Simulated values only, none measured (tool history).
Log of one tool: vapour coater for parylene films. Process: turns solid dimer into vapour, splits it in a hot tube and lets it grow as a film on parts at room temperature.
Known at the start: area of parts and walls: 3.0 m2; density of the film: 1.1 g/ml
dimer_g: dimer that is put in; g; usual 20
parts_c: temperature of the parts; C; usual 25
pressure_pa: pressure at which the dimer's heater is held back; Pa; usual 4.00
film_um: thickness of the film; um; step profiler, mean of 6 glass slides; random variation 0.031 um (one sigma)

run	hour	dimer_g	parts_c	pressure_pa	film_um
1	0.0	20	25	4.00	3.04
2	25.7	20	25	4.00	3.02
3	74.0	20	25	4.00	3.03
4	121.1	25	25	4.00	3.69
5	169.6	13	25	4.00	1.89
6	205.4	13	25	4.00	1.91
7	255.7	13	25	4.00	1.83
8	312.8	13	25	4.00	1.84
# hour 356.6: trap's valve overhauled
9	368.1	13	25	4.00	2.01
10	414.3	20	25	4.00	3.13
11	441.5	20	25	4.00	3.11
12	475.8	16	25	4.00	2.46
13	513.9	16	25	4.00	2.44
# hour 520.3: table's thermometer calibrated
14	551.4	16	25	4.00	2.20
15	607.8	16	32	4.00	1.75
16	642.8	16	32	4.00	1.69
17	667.0	16	32	4.00	1.70
18	721.2	16	32	4.00	1.69
19	761.8	16	32	4.00	1.66
# hour 788.0: trap's valve overhauled
20	804.5	12	19	9.58	2.11
21	850.7	12	19	9.58	2.07
22	891.6	12	19	9.58	2.05
23	938.7	12	19	9.58	2.02
24	967.2	12	24	8.15	1.66
25	1018.0	12	24	8.15	1.60
26	1074.6	12	24	8.15	1.61
27	1107.2	20	25	2.37	2.88
28	1153.7	35	25	2.37	5.05
29	1188.7	18	23	5.89	2.47
# hour 1214.5: trap's valve overhauled
30	1228.9	14	23	5.89	2.21
31	1269.4	14	23	5.89	2.19

The next listed run, before its measurement:
32	1294.4	14	27	5.89	?

film_um: 1.89 um
Without the tool's hidden state the same run would have given film_um 1.91 um.
